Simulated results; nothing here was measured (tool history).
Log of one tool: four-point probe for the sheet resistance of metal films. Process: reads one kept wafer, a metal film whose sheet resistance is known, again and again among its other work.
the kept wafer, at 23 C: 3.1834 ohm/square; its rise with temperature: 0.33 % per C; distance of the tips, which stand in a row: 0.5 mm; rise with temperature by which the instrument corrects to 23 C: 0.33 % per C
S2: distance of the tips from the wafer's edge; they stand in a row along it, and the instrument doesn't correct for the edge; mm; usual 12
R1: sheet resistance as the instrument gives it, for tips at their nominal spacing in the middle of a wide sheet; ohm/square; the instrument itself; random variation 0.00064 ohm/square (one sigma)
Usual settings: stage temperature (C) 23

run 1 hour=0.0 | stage_temperature_(C)=23 S2=12 | R1=3.207694
run 2 hour=9.3 | stage_temperature_(C)=23 S2=62 | R1=3.205881
run 3 hour=22.0 | stage_temperature_(C)=18 S2=62 | R1=3.205617
run 4 hour=33.5 | stage_temperature_(C)=18 S2=4 | R1=3.233212
run 5 hour=49.9 | stage_temperature_(C)=18 S2=4 | R1=3.234200
run 6 hour=67.3 | stage_temperature_(C)=18 S2=4 | R1=3.234028
run 7 hour=85.7 | stage_temperature_(C)=23 S2=12 | R1=3.209702
run 8 hour=103.0 | stage_temperature_(C)=23 S2=12 | R1=3.208089
run 9 hour=118.3 | stage_temperature_(C)=35 S2=12 | R1=3.205080
run 10 hour=131.7 | stage_temperature_(C)=23 S2=12 | R1=3.208565
run 11 hour=152.5 | stage_temperature_(C)=23 S2=64 | R1=3.206443
run 12 hour=170.9 | stage_temperature_(C)=23 S2=64 | R1=3.205598
run 13 hour=191.1 | stage_temperature_(C)=23 S2=64 | R1=3.206253
run 14 hour=211.3 | stage_temperature_(C)=23 S2=64 | R1=3.206632
run 15 hour=230.1 | stage_temperature_(C)=23 S2=12 | R1=3.208299
run 16 hour=241.9 | stage_temperature_(C)=22 S2=12 | R1=3.209302
run 17 hour=252.9 | stage_temperature_(C)=23 S2=34 | R1=3.207456
run 18 hour=262.7 | stage_temperature_(C)=23 S2=10 | R1=3.210383
run 19 hour=273.6 | stage_temperature_(C)=24 S2=10 | R1=3.210153
run 20 hour=285.6 | stage_temperature_(C)=27 S2=4 | R1=3.232864
run 21 hour=295.5 | stage_temperature_(C)=33 S2=39 | R1=3.205309
run 22 hour=312.6 | stage_temperature_(C)=30 S2=45 | R1=3.206104
run 23 hour=323.7 | stage_temperature_(C)=34 S2=12 | R1=3.206340
run 24 hour=337.7 | stage_temperature_(C)=26 S2=17 | R1=3.206383
run 25 hour=358.7 | stage_temperature_(C)=27 S2=19 | R1=3.208329
run 26 hour=375.0 | stage_temperature_(C)=27 S2=19 | R1=3.207401
run 27 hour=389.9 | stage_temperature_(C)=27 S2=19 | R1=3.208067
run 28 hour=411.0 | stage_temperature_(C)=29 S2=39 | R1=3.207585
run 29 hour=431.6 | stage_temperature_(C)=29 S2=39 | R1=3.207810
run 30 hour=444.7 | stage_temperature_(C)=23 S2=17 | R1=3.209387
run 31 hour=463.2 | stage_temperature_(C)=23 S2=17 | R1=3.209774
run 32 hour=474.8 | stage_temperature_(C)=33 S2=12 | R1=3.208083
run 33 hour=496.3 | stage_temperature_(C)=28 S2=50 | R1=3.207628
run 34 hour=505.5 | stage_temperature_(C)=28 S2=50 | R1=3.207407
run 35 hour=516.2 | stage_temperature_(C)=28 S2=50 | R1=3.207462
run 36 hour=535.9 | stage_temperature_(C)=31 S2=57 | R1=3.206464

5 ways to go on from here, each from the tool as it stands after run 36. What would each give?
run A hour=548.6 | stage_temperature_(C)=26 S2=4 | R1=?
run B hour=548.6 | stage_temperature_(C)=23 S2=9 | R1=?
run C hour=548.6 | stage_temperature_(C)=22 S2=12 | R1=?
run D hour=548.6 | stage_temperature_(C)=22 S2=12 | R1=?
run E hour=548.6 | stage_temperature_(C)=18 S2=47 | R1=?

run=A R1=3.234647
run=B R1=3.214088
run=C R1=3.212629
run=D R1=3.211697
run=E R1=3.210855
Without the tool's hidden state the same runs would have given:
run=A R1=3.209167
run=B R1=3.188723
run=C R1=3.187262
run=D R1=3.186338
run=E R1=3.185451

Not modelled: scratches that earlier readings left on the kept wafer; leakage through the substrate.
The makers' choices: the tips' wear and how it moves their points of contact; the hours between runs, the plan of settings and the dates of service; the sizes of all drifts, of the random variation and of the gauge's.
